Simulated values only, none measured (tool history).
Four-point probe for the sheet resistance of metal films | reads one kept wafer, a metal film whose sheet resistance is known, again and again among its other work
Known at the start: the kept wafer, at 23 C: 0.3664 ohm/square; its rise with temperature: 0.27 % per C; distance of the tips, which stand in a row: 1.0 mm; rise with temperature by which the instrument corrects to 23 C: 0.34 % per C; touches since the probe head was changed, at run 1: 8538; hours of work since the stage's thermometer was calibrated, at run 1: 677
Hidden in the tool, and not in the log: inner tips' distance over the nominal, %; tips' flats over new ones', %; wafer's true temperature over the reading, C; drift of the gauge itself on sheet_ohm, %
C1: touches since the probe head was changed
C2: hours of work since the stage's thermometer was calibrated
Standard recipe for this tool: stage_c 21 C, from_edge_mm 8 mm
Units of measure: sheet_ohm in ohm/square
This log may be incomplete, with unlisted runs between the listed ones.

Run 1, hour 0: usual settings; C1 8538; C2 677. Result: sheet_ohm 0.368573 ohm/square.
Run 2, hour 18.8: usual settings but stage_c 29 C; C1 9119; C2 685. Result: sheet_ohm 0.366274 ohm/square.
Run 3, hour 51.1: usual settings but stage_c 22 C; C1 10113; C2 700. Result: sheet_ohm 0.368236 ohm/square.
Run 4, hour 70.6: usual settings but stage_c 22 C; C1 10716; C2 709. Result: sheet_ohm 0.368111 ohm/square.
Run 5, hour 90.6: usual settings but stage_c 26 C; C1 11335; C2 718. Result: sheet_ohm 0.367048 ohm/square.
Run 6, hour 120.8: usual settings but stage_c 26 C, from_edge_mm 3 mm; C1 12265; C2 732. Result: sheet_ohm 0.384374 ohm/square.
Run 7, hour 146.9: usual settings; C1 13069; C2 744. Result: sheet_ohm 0.368388 ohm/square.
Run 8, hour 178.9: usual settings; C1 14057; C2 759. Result: sheet_ohm 0.368427 ohm/square.
Run 9, hour 204.1: usual settings; C1 14835; C2 770. Result: sheet_ohm 0.368393 ohm/square.
Run 10, hour 219.3: usual settings; C1 15303; C2 777. Result: sheet_ohm 0.368382 ohm/square.
Run 11, hour 243.2: usual settings but from_edge_mm 5 mm; C1 16041; C2 788. Result: sheet_ohm 0.37289 ohm/square.
Run 12, hour 262.6: usual settings; C1 16641; C2 797. Result: sheet_ohm 0.368379 ohm/square.
Run 13, hour 284.9: usual settings; C1 17328; C2 807. Result: sheet_ohm 0.368362 ohm/square.
Run 14, hour 304.6: usual settings but stage_c 33 C; C1 17935; C2 816. Result: sheet_ohm 0.364951 ohm/square.
Run 15, hour 324.2: usual settings but stage_c 33 C; C1 18540; C2 825. Result: sheet_ohm 0.365069 ohm/square.
Run 16, hour 355.5: usual settings but stage_c 33 C; C1 19505; C2 839. Result: sheet_ohm 0.364865 ohm/square.
Run 17, hour 371.2: usual settings but stage_c 25 C; C1 19990; C2 846. Result: sheet_ohm 0.367207 ohm/square.
Run 18, hour 394.1: usual settings but stage_c 25 C; C1 20697; C2 857. Result: sheet_ohm 0.36709 ohm/square.
Run 19, hour 418.9: usual settings but stage_c 31 C; C1 21460; C2 868. Result: sheet_ohm 0.365419 ohm/square.
Run 20, hour 450: usual settings but stage_c 23 C, from_edge_mm 62 mm; C1 22420; C2 882. Result: sheet_ohm 0.364624 ohm/square.
Run 21, hour 482.9: usual settings but stage_c 32 C, from_edge_mm 57 mm; C1 23435; C2 897. Result: sheet_ohm 0.36205 ohm/square.
Run 22, hour 506.3: usual settings but stage_c 24 C, from_edge_mm 58 mm; C1 24158; C2 908. Result: sheet_ohm 0.364311 ohm/square.
Run 23, hour 524.1: usual settings but stage_c 28 C, from_edge_mm 38 mm; C1 24707; C2 916. Result: sheet_ohm 0.363266 ohm/square.
Run 24, hour 541.4: usual settings but stage_c 28 C, from_edge_mm 38 mm; C1 25242; C2 924. Result: sheet_ohm 0.363294 ohm/square.
Run 25, hour 569.7: usual settings but stage_c 28 C, from_edge_mm 38 mm; C1 26114; C2 937. Result: sheet_ohm 0.363276 ohm/square.
At hour 571.7: stage's thermometer calibrated.
Run 26, hour 593.6: usual settings but stage_c 33 C, from_edge_mm 6 mm; C1 26836; C2 10. Result: sheet_ohm 0.366752 ohm/square.
Run 27, hour 615.5: usual settings but stage_c 27 C, from_edge_mm 19 mm; C1 27511; C2 20. Result: sheet_ohm 0.363743 ohm/square.
Run 28, hour 647: usual settings but from_edge_mm 34 mm; C1 28482; C2 34. Result: sheet_ohm 0.364973 ohm/square.
Run 29, hour 671.2: usual settings but from_edge_mm 34 mm; C1 29230; C2 45. Result: sheet_ohm 0.364966 ohm/square.
Run 30, hour 696.3: usual settings but from_edge_mm 34 mm; C1 30005; C2 57. Result: sheet_ohm 0.364901 ohm/square.
At hour 702.2: stage's thermometer calibrated, once more.
Run 31, hour 714.8: usual settings but stage_c 28 C, from_edge_mm 45 mm; C1 30560; C2 6. Result: sheet_ohm 0.363341 ohm/square.
Run 32, hour 745.5: usual settings but stage_c 28 C, from_edge_mm 7 mm; C1 31507; C2 20. Result: sheet_ohm 0.367314 ohm/square.
Run 33, hour 763.4: usual settings but stage_c 28 C, from_edge_mm 7 mm; C1 32059; C2 28. Result: sheet_ohm 0.367235 ohm/square.
Run 34, hour 780.8: usual settings but stage_c 28 C, from_edge_mm 7 mm; C1 32594; C2 36. Result: sheet_ohm 0.36727 ohm/square.
Run 35, hour 803.6: usual settings but stage_c 28 C, from_edge_mm 7 mm; C1 33297; C2 46. Result: sheet_ohm 0.367247 ohm/square.
Run 36, hour 820.9: usual settings but stage_c 28 C, from_edge_mm 7 mm; C1 33831; C2 54. Result: sheet_ohm 0.367229 ohm/square.

Below are 4 alternative next runs, each starting from the tool's condition after run 36. Predict each:
Run A, hour 849.2: usual settings but stage_c 26 C, from_edge_mm 7 mm; C1 34704; C2 67. Result: sheet_ohm ?.
Run B, hour 849.2: usual settings but stage_c 24 C, from_edge_mm 9 mm; C1 34704; C2 67. Result: sheet_ohm ?.
Run C, hour 849.2: usual settings but from_edge_mm 37 mm; C1 34704; C2 67. Result: sheet_ohm ?.
Run D, hour 849.2: usual settings but stage_c 18 C, from_edge_mm 5 mm; C1 34704; C2 67. Result: sheet_ohm ?.

run  sheet_ohm
  A   0.367758
  B   0.366741
  C   0.365429
  D   0.373861
What these runs would have given with no unlogged condition in the tool:
run  sheet_ohm
  A   0.369553
  B   0.368532
  C   0.367215
  D   0.375685
